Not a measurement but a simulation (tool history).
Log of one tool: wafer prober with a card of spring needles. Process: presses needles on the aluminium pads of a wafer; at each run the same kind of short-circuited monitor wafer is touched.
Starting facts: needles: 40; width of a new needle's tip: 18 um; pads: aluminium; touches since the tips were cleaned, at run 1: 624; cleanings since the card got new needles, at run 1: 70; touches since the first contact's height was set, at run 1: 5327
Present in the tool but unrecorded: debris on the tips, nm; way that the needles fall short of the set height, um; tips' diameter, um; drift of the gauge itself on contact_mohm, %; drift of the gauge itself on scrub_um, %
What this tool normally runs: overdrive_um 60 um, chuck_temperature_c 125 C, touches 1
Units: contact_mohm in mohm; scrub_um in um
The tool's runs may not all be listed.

| run | day | overdrive_um | chuck_temperature_c | touches | touches since the tips were cleaned | cleanings since the card got new needles | touches since the first contact's height was set | contact_mohm | scrub_um |
|---|---|---|---|---|---|---|---|---|---|
| 1 | 0.000 | 60 | 125 | 1 | 624 | 70 | 5327 | 232 | 10.01 |
|  | 0.575 | tips cleaned on abrasive film |
| 2 | 0.971 | 60 | 125 | 1 | 2885 | 71 | 12396 | 293 | 9.99 |
|  | 1.267 | tips cleaned on abrasive film |
|  | 1.925 | tips cleaned on abrasive film |
| 3 | 2.079 | 60 | 125 | 1 | 1116 | 73 | 20431 | 252 | 9.98 |
|  | 2.588 | tips cleaned on abrasive film |
| 4 | 3.167 | 60 | 125 | 1 | 4236 | 74 | 28364 | 288 | 9.98 |
|  | 3.275 | tips cleaned on abrasive film |
|  | 3.938 | tips cleaned on abrasive film |
| 5 | 4.046 | 60 | 125 | 1 | 796 | 76 | 34738 | 243 | 9.96 |
|  | 4.608 | tips cleaned on abrasive film, once more |
| 6 | 5.075 | 60 | 125 | 2 | 3432 | 77 | 42231 | 248 | 9.94 |
|  | 5.279 | tips cleaned on abrasive film |
|  | 6.004 | tips cleaned on abrasive film |
| 7 | 6.179 | 60 | 125 | 1 | 1297 | 79 | 50252 | 259 | 9.96 |
|  | 6.683 | tips cleaned on abrasive film |
|  | 7.346 | tips cleaned on abrasive film |
| 8 | 7.600 | 60 | 125 | 1 | 1865 | 81 | 60580 | 270 | 9.91 |
|  | 8.054 | tips cleaned on abrasive film |
|  | 8.700 | tips cleaned on abrasive film |
| 9 | 9.000 | 60 | 125 | 2 | 2164 | 83 | 70730 | 245 | 9.89 |
|  | 9.358 | tips cleaned on abrasive film |
|  | 10.008 | tips cleaned on abrasive film |
| 10 | 10.129 | 60 | 125 | 2 | 871 | 85 | 78930 | 234 | 9.88 |
|  | 10.717 | tips cleaned on abrasive film |
| 11 | 10.729 | 60 | 125 | 2 | 83 | 86 | 83305 | 208 | 9.86 |
|  | 11.367 | tips cleaned on abrasive film |
|  | 12.079 | tips cleaned on abrasive film |
| 12 | 12.079 | 60 | 125 | 2 | 0 | 88 | 93118 | 207 | 9.81 |
|  | 12.762 | tips cleaned on abrasive film |
| 13 | 12.954 | 60 | 125 | 1 | 1421 | 89 | 99487 | 262 | 9.83 |
|  | 13.421 | tips cleaned on abrasive film |
| 14 | 13.929 | 60 | 125 | 1 | 3725 | 90 | 106582 | 287 | 9.82 |
|  | 14.188 | tips cleaned on abrasive film |
| 15 | 14.512 | 60 | 125 | 1 | 2367 | 91 | 110799 | 273 | 9.80 |
|  | 14.850 | tips cleaned on abrasive film |
| 16 | 15.433 | 60 | 125 | 2 | 4249 | 92 | 117503 | 259 | 9.80 |
|  | 15.542 | tips cleaned on abrasive film |
|  | 16.196 | tips cleaned on abrasive film |
| 17 | 16.767 | 47 | 35 | 1 | 4168 | 94 | 127206 | 352 | 7.61 |
|  | 16.900 | tips cleaned on abrasive film |
|  | 17.554 | tips cleaned on abrasive film |
| 18 | 18.108 | 47 | 55 | 2 | 4024 | 96 | 136941 | 288 | 7.63 |
|  | 18.292 | tips cleaned on abrasive film |
|  | 18.988 | tips cleaned on abrasive film |
| 19 | 19.475 | 60 | 47 | 1 | 3582 | 98 | 146898 | 294 | 9.77 |
|  | 19.646 | tips cleaned on abrasive film |
|  | 20.317 | tips cleaned on abrasive film |
| 20 | 20.883 | 50 | 31 | 1 | 4141 | 100 | 157135 | 336 | 8.08 |
|  | 20.975 | tips cleaned on abrasive film |
| 21 | 21.508 | 50 | 31 | 1 | 3905 | 101 | 161672 | 345 | 8.03 |
|  | 21.629 | tips cleaned on abrasive film |
|  | 22.308 | tips cleaned on abrasive film |
| 22 | 22.308 | 50 | 31 | 1 | 0 | 103 | 167445 | 205 | 8.03 |
|  | 22.996 | tips cleaned on abrasive film |
|  | 23.008 | height of the first contact set anew |
| 23 | 23.450 | 79 | 31 | 2 | 3228 | 104 | 3228 | 214 | 13.21 |
|  | 23.721 | tips cleaned on abrasive film |
|  | 24.471 | tips cleaned on abrasive film |
| 24 | 24.742 | 79 | 31 | 2 | 1966 | 106 | 12612 | 206 | 13.20 |
|  | 25.233 | tips cleaned on abrasive film |
|  | 25.883 | tips cleaned on abrasive film |
| 25 | 26.046 | 79 | 28 | 2 | 1192 | 108 | 22108 | 203 | 13.15 |
|  | 26.588 | tips cleaned on abrasive film |
| 26 | 27.200 | 79 | 28 | 2 | 4485 | 109 | 30524 | 220 | 13.14 |
|  | 27.329 | tips cleaned on abrasive film |
|  | 28.042 | tips cleaned on abrasive film |
| 27 | 28.283 | 43 | 28 | 2 | 1770 | 111 | 38375 | 276 | 7.12 |
|  | 28.742 | tips cleaned on abrasive film |
|  | 29.417 | tips cleaned on abrasive film |
| 28 | 29.608 | 43 | 28 | 2 | 1387 | 113 | 47994 | 264 | 7.09 |
|  | 30.138 | tips cleaned on abrasive film |
|  | 30.808 | tips cleaned on abrasive film |
| 29 | 30.883 | 43 | 28 | 2 | 541 | 115 | 57269 | 228 | 7.08 |
|  | 31.500 | tips cleaned on abrasive film |
| 30 | 32.121 | 48 | 124 | 2 | 4528 | 116 | 66269 | 288 | 7.91 |
|  | 32.188 | tips cleaned on abrasive film |
|  | 32.933 | tips cleaned on abrasive film |
| 31 | 33.167 | 58 | 30 | 1 | 1726 | 118 | 73879 | 274 | 9.58 |
|  | 33.658 | tips cleaned on abrasive film |
|  | 34.346 | tips cleaned on abrasive film |
| 32 | 34.371 | 66 | 79 | 3 | 168 | 120 | 82606 | 199 | 10.85 |

Hidden state at the last listed run before each entry between runs and at the first one after, where it differs:
After run 1, before run 2: tips cleaned on abrasive film (day 0.575)
  debris on the tips, nm: 73.4 -> 219.1; way that the needles fall short of the set height, um: 0.05 -> 0.07; tips' diameter, um: 19.39 -> 19.7
  what was measured, less what the result would be without the hidden state, contact_mohm: +32 -> +95 mohm; scrub_um: +0.00 -> -0.01 um
After run 2, before run 3: tips cleaned on abrasive film (day 1.267); tips cleaned on abrasive film (day 1.925)
  debris on the tips, nm: 219.1 -> 123.6; way that the needles fall short of the set height, um: 0.07 -> 0.18; tips' diameter, um: 19.7 -> 19.74
  what was measured, less what the result would be without the hidden state, contact_mohm: +95 -> +55 mohm; scrub_um: -0.01 -> -0.03 um
After run 3, before run 4: tips cleaned on abrasive film (day 2.588)
  debris on the tips, nm: 123.6 -> 197.1; way that the needles fall short of the set height, um: 0.18 -> 0.23; tips' diameter, um: 19.74 -> 19.76
  what was measured, less what the result would be without the hidden state, contact_mohm: +55 -> +88 mohm; scrub_um: -0.03 -> -0.04 um
After run 4, before run 5: tips cleaned on abrasive film (day 3.275); tips cleaned on abrasive film (day 3.938)
  debris on the tips, nm: 197.1 -> 97.2; way that the needles fall short of the set height, um: 0.23 -> 0.35; tips' diameter, um: 19.76 -> 19.8
  what was measured, less what the result would be without the hidden state, contact_mohm: +88 -> +45 mohm; scrub_um: -0.04 -> -0.06 um
After run 5, before run 6: tips cleaned on abrasive film, once more (day 4.608)
  debris on the tips, nm: 97.2 -> 185; way that the needles fall short of the set height, um: 0.35 -> 0.42; tips' diameter, um: 19.8 -> 19.83
  what was measured, less what the result would be without the hidden state, contact_mohm: +45 -> +50 mohm; scrub_um: -0.06 -> -0.07 um
After run 6, before run 7: tips cleaned on abrasive film (day 5.279); tips cleaned on abrasive film (day 6.004)
  debris on the tips, nm: 185 -> 128.9; way that the needles fall short of the set height, um: 0.42 -> 0.54; tips' diameter, um: 19.83 -> 19.87
  what was measured, less what the result would be without the hidden state, contact_mohm: +50 -> +59 mohm; scrub_um: -0.07 -> -0.09 um
After run 7, before run 8: tips cleaned on abrasive film (day 6.683); tips cleaned on abrasive film (day 7.346)
  debris on the tips, nm: 128.9 -> 150.8; way that the needles fall short of the set height, um: 0.54 -> 0.68; tips' diameter, um: 19.87 -> 19.92
  what was measured, less what the result would be without the hidden state, contact_mohm: +59 -> +69 mohm; scrub_um: -0.09 -> -0.11 um
After run 8, before run 9: tips cleaned on abrasive film (day 8.054); tips cleaned on abrasive film (day 8.700)
  debris on the tips, nm: 150.8 -> 153.8; way that the needles fall short of the set height, um: 0.68 -> 0.78; tips' diameter, um: 19.92 -> 19.95
  what was measured, less what the result would be without the hidden state, contact_mohm: +69 -> +44 mohm; scrub_um: -0.11 -> -0.13 um
After run 9, before run 10: tips cleaned on abrasive film (day 9.358); tips cleaned on abrasive film (day 10.008)
  debris on the tips, nm: 153.8 -> 111.8; way that the needles fall short of the set height, um: 0.78 -> 0.92; tips' diameter, um: 19.95 -> 20
  what was measured, less what the result would be without the hidden state, contact_mohm: +44 -> +33 mohm; scrub_um: -0.13 -> -0.15 um
After run 10, before run 11: tips cleaned on abrasive film (day 10.717)
  debris on the tips, nm: 111.8 -> 30.1; way that the needles fall short of the set height, um: 0.92 -> 0.98; tips' diameter, um: 20 -> 20.02
  what was measured, less what the result would be without the hidden state, contact_mohm: +33 -> +10 mohm; scrub_um: -0.15 -> -0.16 um
After run 11, before run 12: tips cleaned on abrasive film (day 11.367); tips cleaned on abrasive film (day 12.079)
  debris on the tips, nm: 30.1 -> 22.2; way that the needles fall short of the set height, um: 0.98 -> 1.09; tips' diameter, um: 20.02 -> 20.06
  what was measured, less what the result would be without the hidden state, contact_mohm: +10 -> +8 mohm; scrub_um: -0.16 -> -0.19 um
After run 12, before run 13: tips cleaned on abrasive film (day 12.762)
  debris on the tips, nm: 22.2 -> 135.9; way that the needles fall short of the set height, um: 1.09 -> 1.16; tips' diameter, um: 20.06 -> 20.09
  what was measured, less what the result would be without the hidden state, contact_mohm: +8 -> +65 mohm; scrub_um: -0.19 -> -0.19 um
After run 13, before run 14: tips cleaned on abrasive film (day 13.421)
  debris on the tips, nm: 135.9 -> 190.6; way that the needles fall short of the set height, um: 1.16 -> 1.21; tips' diameter, um: 20.09 -> 20.1
  what was measured, less what the result would be without the hidden state, contact_mohm: +65 -> +89 mohm; scrub_um: -0.19 -> -0.20 um
After run 14, before run 15: tips cleaned on abrasive film (day 14.188)
  debris on the tips, nm: 190.6 -> 158.5; way that the needles fall short of the set height, um: 1.21 -> 1.26; tips' diameter, um: 20.1 -> 20.12
  what was measured, less what the result would be without the hidden state, contact_mohm: +89 -> +76 mohm; scrub_um: -0.20 -> -0.21 um
After run 15, before run 16: tips cleaned on abrasive film (day 14.850)
  debris on the tips, nm: 158.5 -> 198.4; way that the needles fall short of the set height, um: 1.26 -> 1.31; tips' diameter, um: 20.12 -> 20.14
  what was measured, less what the result would be without the hidden state, contact_mohm: +76 -> +58 mohm; scrub_um: -0.21 -> -0.22 um
After run 16, before run 17: tips cleaned on abrasive film (day 15.542); tips cleaned on abrasive film (day 16.196)
  debris on the tips, nm: 198.4 -> 195.5; way that the needles fall short of the set height, um: 1.31 -> 1.4; tips' diameter, um: 20.14 -> 20.17
  what was measured, less what the result would be without the hidden state, contact_mohm: +58 -> +168 mohm; scrub_um: -0.22 -> -0.23 um
After run 17, before run 18: tips cleaned on abrasive film (day 16.900); tips cleaned on abrasive film (day 17.554)
  debris on the tips, nm: 195.5 -> 197.5; way that the needles fall short of the set height, um: 1.4 -> 1.51; tips' diameter, um: 20.17 -> 20.21
  what was measured, less what the result would be without the hidden state, contact_mohm: +168 -> +100 mohm; scrub_um: -0.23 -> -0.25 um
After run 18, before run 19: tips cleaned on abrasive film (day 18.292); tips cleaned on abrasive film (day 18.988)
  debris on the tips, nm: 197.5 -> 192.5; way that the needles fall short of the set height, um: 1.51 -> 1.62; tips' diameter, um: 20.21 -> 20.24
  what was measured, less what the result would be without the hidden state, contact_mohm: +100 -> +106 mohm; scrub_um: -0.25 -> -0.27 um
After run 19, before run 20: tips cleaned on abrasive film (day 19.646); tips cleaned on abrasive film (day 20.317)
  debris on the tips, nm: 192.5 -> 196.7; way that the needles fall short of the set height, um: 1.62 -> 1.75; tips' diameter, um: 20.24 -> 20.29
  what was measured, less what the result would be without the hidden state, contact_mohm: +106 -> +155 mohm; scrub_um: -0.27 -> -0.29 um
After run 20, before run 21: tips cleaned on abrasive film (day 20.975)
  debris on the tips, nm: 196.7 -> 196.3; way that the needles fall short of the set height, um: 1.75 -> 1.81; tips' diameter, um: 20.29 -> 20.31
  what was measured, less what the result would be without the hidden state, contact_mohm: +155 -> +159 mohm; scrub_um: -0.29 -> -0.30 um
After run 21, before run 22: tips cleaned on abrasive film (day 21.629); tips cleaned on abrasive film (day 22.308)
  debris on the tips, nm: 196.3 -> 24; way that the needles fall short of the set height, um: 1.81 -> 1.91; tips' diameter, um: 20.31 -> 20.35
  what was measured, less what the result would be without the hidden state, contact_mohm: +159 -> +21 mohm; scrub_um: -0.30 -> -0.32 um
After run 22, before run 23: tips cleaned on abrasive film (day 22.996); height of the first contact set anew (day 23.008)
  debris on the tips, nm: 24 -> 182.4; way that the needles fall short of the set height, um: 1.91 -> 0; tips' diameter, um: 20.35 -> 20.36
  what was measured, less what the result would be without the hidden state, contact_mohm: +21 -> +37 mohm; scrub_um: -0.32 -> +0.00 um
After run 23, before run 24: tips cleaned on abrasive film (day 23.721); tips cleaned on abrasive film (day 24.471)
  debris on the tips, nm: 182.4 -> 150.1; way that the needles fall short of the set height, um: 0 -> 0.12; tips' diameter, um: 20.36 -> 20.4
  what was measured, less what the result would be without the hidden state, contact_mohm: +37 -> +31 mohm; scrub_um: +0.00 -> -0.02 um
After run 24, before run 25: tips cleaned on abrasive film (day 25.233); tips cleaned on abrasive film (day 25.883)
  debris on the tips, nm: 150.1 -> 123.8; way that the needles fall short of the set height, um: 0.12 -> 0.21; tips' diameter, um: 20.4 -> 20.44
  what was measured, less what the result would be without the hidden state, contact_mohm: +31 -> +26 mohm; scrub_um: -0.02 -> -0.04 um
After run 25, before run 26: tips cleaned on abrasive film (day 26.588)
  debris on the tips, nm: 123.8 -> 199.8; way that the needles fall short of the set height, um: 0.21 -> 0.26; tips' diameter, um: 20.44 -> 20.45
  what was measured, less what the result would be without the hidden state, contact_mohm: +26 -> +41 mohm; scrub_um: -0.04 -> -0.04 um
After run 26, before run 27: tips cleaned on abrasive film (day 27.329); tips cleaned on abrasive film (day 28.042)
  debris on the tips, nm: 199.8 -> 153.4; way that the needles fall short of the set height, um: 0.26 -> 0.38; tips' diameter, um: 20.45 -> 20.5
  what was measured, less what the result would be without the hidden state, contact_mohm: +41 -> +94 mohm; scrub_um: -0.04 -> -0.06 um
After run 27, before run 28: tips cleaned on abrasive film (day 28.742); tips cleaned on abrasive film (day 29.417)
  debris on the tips, nm: 153.4 -> 129.9; way that the needles fall short of the set height, um: 0.38 -> 0.51; tips' diameter, um: 20.5 -> 20.54
  what was measured, less what the result would be without the hidden state, contact_mohm: +94 -> +81 mohm; scrub_um: -0.06 -> -0.08 um
After run 28, before run 29: tips cleaned on abrasive film (day 30.138); tips cleaned on abrasive film (day 30.808)
  debris on the tips, nm: 129.9 -> 70.3; way that the needles fall short of the set height, um: 0.51 -> 0.61; tips' diameter, um: 20.54 -> 20.57
  what was measured, less what the result would be without the hidden state, contact_mohm: +81 -> +45 mohm; scrub_um: -0.08 -> -0.10 um
After run 29, before run 30: tips cleaned on abrasive film (day 31.500)
  debris on the tips, nm: 70.3 -> 201.6; way that the needles fall short of the set height, um: 0.61 -> 0.68; tips' diameter, um: 20.57 -> 20.6
  what was measured, less what the result would be without the hidden state, contact_mohm: +45 -> +88 mohm; scrub_um: -0.10 -> -0.11 um
After run 30, before run 31: tips cleaned on abrasive film (day 32.188); tips cleaned on abrasive film (day 32.933)
  debris on the tips, nm: 201.6 -> 147; way that the needles fall short of the set height, um: 0.68 -> 0.78; tips' diameter, um: 20.6 -> 20.63
  what was measured, less what the result would be without the hidden state, contact_mohm: +88 -> +89 mohm; scrub_um: -0.11 -> -0.13 um
After run 31, before run 32: tips cleaned on abrasive film (day 33.658); tips cleaned on abrasive film (day 34.346)
  debris on the tips, nm: 147 -> 38.9; way that the needles fall short of the set height, um: 0.78 -> 0.89; tips' diameter, um: 20.63 -> 20.67
  what was measured, less what the result would be without the hidden state, contact_mohm: +89 -> +8 mohm; scrub_um: -0.13 -> -0.15 um
